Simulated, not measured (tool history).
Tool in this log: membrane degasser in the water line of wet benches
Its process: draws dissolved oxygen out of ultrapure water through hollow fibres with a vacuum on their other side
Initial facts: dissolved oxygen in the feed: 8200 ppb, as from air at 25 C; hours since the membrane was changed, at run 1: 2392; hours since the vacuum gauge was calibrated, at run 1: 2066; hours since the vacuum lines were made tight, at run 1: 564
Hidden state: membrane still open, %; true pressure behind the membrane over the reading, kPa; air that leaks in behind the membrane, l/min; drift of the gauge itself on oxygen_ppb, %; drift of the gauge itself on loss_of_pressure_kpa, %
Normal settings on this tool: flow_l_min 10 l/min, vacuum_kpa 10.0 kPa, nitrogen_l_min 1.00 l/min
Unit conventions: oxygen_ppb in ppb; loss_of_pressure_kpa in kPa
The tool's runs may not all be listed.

| run | hour | flow_l_min | vacuum_kpa | nitrogen_l_min | hours since the membrane was changed | hours since the vacuum gauge was calibrated | hours since the vacuum lines were made tight | oxygen_ppb | loss_of_pressure_kpa |
|---|---|---|---|---|---|---|---|---|---|
| 1 | 0.0 | 10 | 10.0 | 1.00 | 2392 | 2066 | 564 | 166.7 | 41.81 |
| 2 | 35.4 | 10 | 10.4 | 1.00 | 2428 | 2102 | 600 | 176.6 | 41.82 |
| 3 | 107.4 | 9 | 10.0 | 1.00 | 2500 | 2174 | 672 | 148.7 | 37.65 |
| 4 | 177.3 | 9 | 10.0 | 1.00 | 2570 | 2244 | 742 | 149.7 | 37.68 |
| 5 | 211.0 | 10 | 10.0 | 1.00 | 2603 | 2277 | 775 | 165.9 | 41.75 |
| 6 | 257.2 | 10 | 10.0 | 1.00 | 2650 | 2324 | 822 | 164.8 | 41.57 |
| 7 | 331.6 | 10 | 17.4 | 1.00 | 2724 | 2398 | 896 | 337.1 | 41.69 |
| 8 | 372.3 | 10 | 10.0 | 1.00 | 2765 | 2439 | 937 | 168.1 | 41.79 |
| 9 | 414.8 | 10 | 10.0 | 1.00 | 2807 | 2481 | 979 | 167.1 | 42.05 |
| 10 | 460.4 | 10 | 10.0 | 1.00 | 2853 | 2527 | 1025 | 165.6 | 41.80 |
| 11 | 508.7 | 10 | 10.0 | 1.00 | 2901 | 2575 | 1073 | 167.2 | 42.02 |
| 12 | 581.6 | 10 | 10.0 | 1.00 | 2974 | 2648 | 1146 | 166.8 | 41.77 |
| 13 | 660.7 | 10 | 10.0 | 1.00 | 3053 | 2727 | 1225 | 167.1 | 41.98 |
| 14 | 720.9 | 10 | 10.0 | 1.00 | 3113 | 2787 | 1285 | 168.9 | 41.81 |
| 15 | 791.3 | 10 | 15.5 | 1.00 | 3184 | 2858 | 1356 | 291.3 | 42.03 |
| 16 | 835.5 | 10 | 15.5 | 1.00 | 3228 | 2902 | 1400 | 295.4 | 42.00 |
| 17 | 875.9 | 9 | 23.5 | 1.00 | 3268 | 2942 | 1440 | 424.4 | 37.81 |
| 18 | 932.9 | 9 | 23.5 | 1.00 | 3325 | 2999 | 1497 | 424.7 | 37.82 |
| 19 | 1008.8 | 8 | 10.0 | 0.76 | 3401 | 3075 | 1573 | 175.6 | 33.47 |
| 20 | 1052.4 | 14 | 6.9 | 0.69 | 3445 | 3119 | 1617 | 188.2 | 58.83 |
| 21 | 1126.0 | 14 | 6.9 | 0.69 | 3518 | 3192 | 1690 | 187.7 | 58.42 |
| 22 | 1170.5 | 7 | 10.0 | 1.00 | 3563 | 3237 | 1735 | 119.1 | 29.46 |
| 23 | 1221.8 | 7 | 10.0 | 1.00 | 3614 | 3288 | 1786 | 117.8 | 29.46 |
| 24 | 1273.7 | 13 | 10.0 | 0.74 | 3666 | 3340 | 1838 | 284.5 | 54.67 |
| 25 | 1344.9 | 10 | 7.4 | 1.74 | 3737 | 3411 | 1909 | 65.8 | 42.02 |
| 26 | 1397.0 | 8 | 7.4 | 1.74 | 3789 | 3463 | 1962 | 52.0 | 33.29 |
| 27 | 1435.5 | 11 | 7.8 | 1.33 | 3828 | 3502 | 2000 | 101.3 | 46.26 |
| 28 | 1517.5 | 7 | 24.1 | 0.98 | 3910 | 3584 | 2082 | 361.0 | 29.60 |
| 29 | 1556.0 | 7 | 24.1 | 0.98 | 3948 | 3622 | 2121 | 360.1 | 29.58 |
| 30 | 1616.7 | 12 | 20.7 | 1.40 | 4009 | 3683 | 2181 | 366.0 | 50.81 |
| 31 | 1693.6 | 6 | 10.3 | 1.13 | 4086 | 3760 | 2258 | 96.0 | 25.22 |
| 32 | 1745.3 | 9 | 11.3 | 0.48 | 4138 | 3812 | 2310 | 343.0 | 38.13 |

A few steps of oxygen_ppb between consecutive runs. Split each: what settings, incoming material and random variation would produce without the hidden state, and what is left over for the hidden state, along with gauge scatter present in only one of the two compared results (measured, and without hidden state):
Run 18 -> 19: flow_l_min 9 -> 8, vacuum_kpa 23.5 -> 10.0, nitrogen_l_min 1.00 -> 0.76. oxygen_ppb -249.1 ppb: hidden state -4.1, all else -245.0.
Run 27 -> 28: flow_l_min 11 -> 7, vacuum_kpa 7.8 -> 24.1, nitrogen_l_min 1.33 -> 0.98. oxygen_ppb +259.7 ppb: hidden state +8.5, all else +251.2.
Run 30 -> 31: flow_l_min 12 -> 6, vacuum_kpa 20.7 -> 10.3, nitrogen_l_min 1.40 -> 1.13. oxygen_ppb -270.0 ppb: hidden state -5.5, all else -264.5.
Run 31 -> 32: flow_l_min 6 -> 9, vacuum_kpa 10.3 -> 11.3, nitrogen_l_min 1.13 -> 0.48. oxygen_ppb +247.0 ppb: hidden state +5.6, all else +241.4.

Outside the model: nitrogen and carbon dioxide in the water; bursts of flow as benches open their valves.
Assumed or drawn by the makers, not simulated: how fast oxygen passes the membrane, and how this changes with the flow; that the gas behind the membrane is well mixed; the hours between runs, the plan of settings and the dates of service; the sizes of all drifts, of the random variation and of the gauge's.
